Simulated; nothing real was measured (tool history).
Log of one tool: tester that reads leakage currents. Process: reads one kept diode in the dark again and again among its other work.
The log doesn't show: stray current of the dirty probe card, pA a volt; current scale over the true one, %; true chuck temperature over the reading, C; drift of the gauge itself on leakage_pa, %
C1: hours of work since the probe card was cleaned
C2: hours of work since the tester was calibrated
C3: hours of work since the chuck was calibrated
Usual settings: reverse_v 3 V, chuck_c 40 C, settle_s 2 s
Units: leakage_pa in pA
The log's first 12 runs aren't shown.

run 13 hour=1367.3 | reverse_v=3 chuck_c=40 settle_s=2 | C1=162 C2=2608 C3=190 | leakage_pa=497.2
-- hour=1432.3 tester calibrated
run 14 hour=1448.9 | reverse_v=3 chuck_c=40 settle_s=2 | C1=202 C2=8 C3=230 | leakage_pa=496.34
run 15 hour=1551.2 | reverse_v=3 chuck_c=40 settle_s=2 | C1=254 C2=60 C3=282 | leakage_pa=496.53
run 16 hour=1645.8 | reverse_v=17.27 chuck_c=40 settle_s=2 | C1=301 C2=108 C3=329 | leakage_pa=1147.64
run 17 hour=1727.7 | reverse_v=3 chuck_c=28 settle_s=2 | C1=343 C2=149 C3=371 | leakage_pa=172.18
run 18 hour=1874.4 | reverse_v=3 chuck_c=40 settle_s=0.55 | C1=417 C2=223 C3=444 | leakage_pa=503.37
run 19 hour=1998.4 | reverse_v=3 chuck_c=33 settle_s=0.55 | C1=479 C2=285 C3=507 | leakage_pa=271.93
run 20 hour=2065.1 | reverse_v=3 chuck_c=32 settle_s=6.02 | C1=513 C2=319 C3=540 | leakage_pa=248.61
run 21 hour=2169 | reverse_v=3 chuck_c=32 settle_s=6.02 | C1=565 C2=371 C3=593 | leakage_pa=249.92
run 22 hour=2289.7 | reverse_v=3 chuck_c=32 settle_s=6.02 | C1=626 C2=432 C3=654 | leakage_pa=251.35
-- hour=2335 tester calibrated, once more
run 23 hour=2365.3 | reverse_v=19.84 chuck_c=29 settle_s=2.47 | C1=663 C2=15 C3=691 | leakage_pa=483.74
run 24 hour=2506.5 | reverse_v=1.37 chuck_c=40 settle_s=2 | C1=734 C2=86 C3=762 | leakage_pa=357.06
-- hour=2605.2 chuck's temperature calibrated
run 25 hour=2605.2 | reverse_v=1.37 chuck_c=40 settle_s=2 | C1=783 C2=135 C3=0 | leakage_pa=336.92
run 26 hour=2725.2 | reverse_v=14.75 chuck_c=25 settle_s=0.66 | C1=843 C2=195 C3=60 | leakage_pa=275.48
run 27 hour=2875.9 | reverse_v=14.75 chuck_c=25 settle_s=0.66 | C1=919 C2=271 C3=136 | leakage_pa=278.42
run 28 hour=2955.9 | reverse_v=1.74 chuck_c=20 settle_s=0.46 | C1=959 C2=312 C3=177 | leakage_pa=61.82
run 29 hour=3026.5 | reverse_v=7.76 chuck_c=47 settle_s=4.34 | C1=995 C2=347 C3=212 | leakage_pa=1409.37
run 30 hour=3111.7 | reverse_v=7.76 chuck_c=47 settle_s=4.34 | C1=1038 C2=390 C3=255 | leakage_pa=1413.79
run 31 hour=3205.6 | reverse_v=5.6 chuck_c=40 settle_s=2 | C1=1085 C2=437 C3=302 | leakage_pa=673.65
run 32 hour=3343.3 | reverse_v=5.6 chuck_c=40 settle_s=2 | C1=1154 C2=507 C3=372 | leakage_pa=673.06
run 33 hour=3465.2 | reverse_v=5.6 chuck_c=40 settle_s=2 | C1=1216 C2=568 C3=433 | leakage_pa=676.83
run 34 hour=3575.5 | reverse_v=3 chuck_c=32 settle_s=1.84 | C1=1271 C2=624 C3=489 | leakage_pa=250.06

Forecast each of these 3 alternatives for the next run:
run A hour=3671.9 | reverse_v=3 chuck_c=32 settle_s=1.84 | C1=1320 C2=672 C3=537 | leakage_pa=?
run B hour=3671.9 | reverse_v=7.07 chuck_c=33 settle_s=1.47 | C1=1320 C2=672 C3=537 | leakage_pa=?
run C hour=3671.9 | reverse_v=1.95 chuck_c=40 settle_s=0.61 | C1=1320 C2=672 C3=537 | leakage_pa=?

run=A leakage_pa=251.21
run=B leakage_pa=415.09
run=C leakage_pa=410.95
Without the tool's hidden state the same runs would have given:
run=A leakage_pa=244.3
run=B leakage_pa=403.16
run=C leakage_pa=401
